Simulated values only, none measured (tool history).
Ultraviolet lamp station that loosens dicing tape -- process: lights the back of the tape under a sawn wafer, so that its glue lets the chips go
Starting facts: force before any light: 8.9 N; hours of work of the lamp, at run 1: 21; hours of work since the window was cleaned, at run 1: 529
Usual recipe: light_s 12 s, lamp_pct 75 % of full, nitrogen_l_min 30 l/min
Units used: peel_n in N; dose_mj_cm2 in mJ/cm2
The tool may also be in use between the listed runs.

run,hour,light_s,lamp_pct,nitrogen_l_min,hours of work of the lamp,hours of work since the window was cleaned,peel_n,dose_mj_cm2
1,0,12,75,30,21,529,0.996,255
2,5.5,12,75,30,24,532,1.048,259
3,13.6,12,75,30,28,537,1.044,256
4,23.3,12,75,30,33,542,1.067,249
5,31.7,12,75,16,38,546,1.485,258
6,38.1,12,63,30,41,550,1.396,211
7,42.2,12,63,30,44,552,1.439,210
8,47.9,12,63,30,47,555,1.52,208
9,55,12,63,30,51,559,1.424,208
10,60.2,12,92,30,53,562,0.716,308
11,69.9,12,92,30,59,567,0.708,305
12,76.5,12,92,30,62,571,0.721,308
13,82.3,11,75,30,66,574,1.241,230
14,90.8,12,75,20,70,579,1.353,246
15,95.3,12,75,20,73,581,1.384,247
16,104.2,12,75,20,78,586,1.362,247
17,110.2,12,75,20,81,589,1.413,249
18,119.6,12,61,12,86,595,2.431,203
# hour 120.6: window cleaned of glue's vapour
19,125,18,93,11,89,2,0.779,417
20,133.6,18,93,11,93,7,0.773,410
21,141.2,12,98,16,98,11,1.197,295
22,147.8,12,68,11,101,15,2.521,200
23,153.2,9,65,25,104,18,2.739,146
# hour 160.9: window cleaned of glue's vapour, once more
24,160.9,14,63,10,108,0,1.712,275
25,166.5,14,63,10,111,3,1.746,274
26,172.8,23,75,30,115,6,0.261,531
27,181.8,12,63,15,120,11,1.754,234
28,190.2,7,66,27,124,16,2.577,149

Here are 3 independent what-if runs from the current tool condition. What would each one return?
A,196,12,63,16,127,19,?,?
B,196,6,88,10,127,19,?,?
C,196,23,63,24,127,19,?,?

run,peel_n,dose_mj_cm2
A,1.738,232
B,3.378,161
C,0.386,440
Stripped of hidden state, with their random variation kept, the same runs would have yielded:
run,peel_n,dose_mj_cm2
A,1.582,246
B,3.184,171
C,0.345,467

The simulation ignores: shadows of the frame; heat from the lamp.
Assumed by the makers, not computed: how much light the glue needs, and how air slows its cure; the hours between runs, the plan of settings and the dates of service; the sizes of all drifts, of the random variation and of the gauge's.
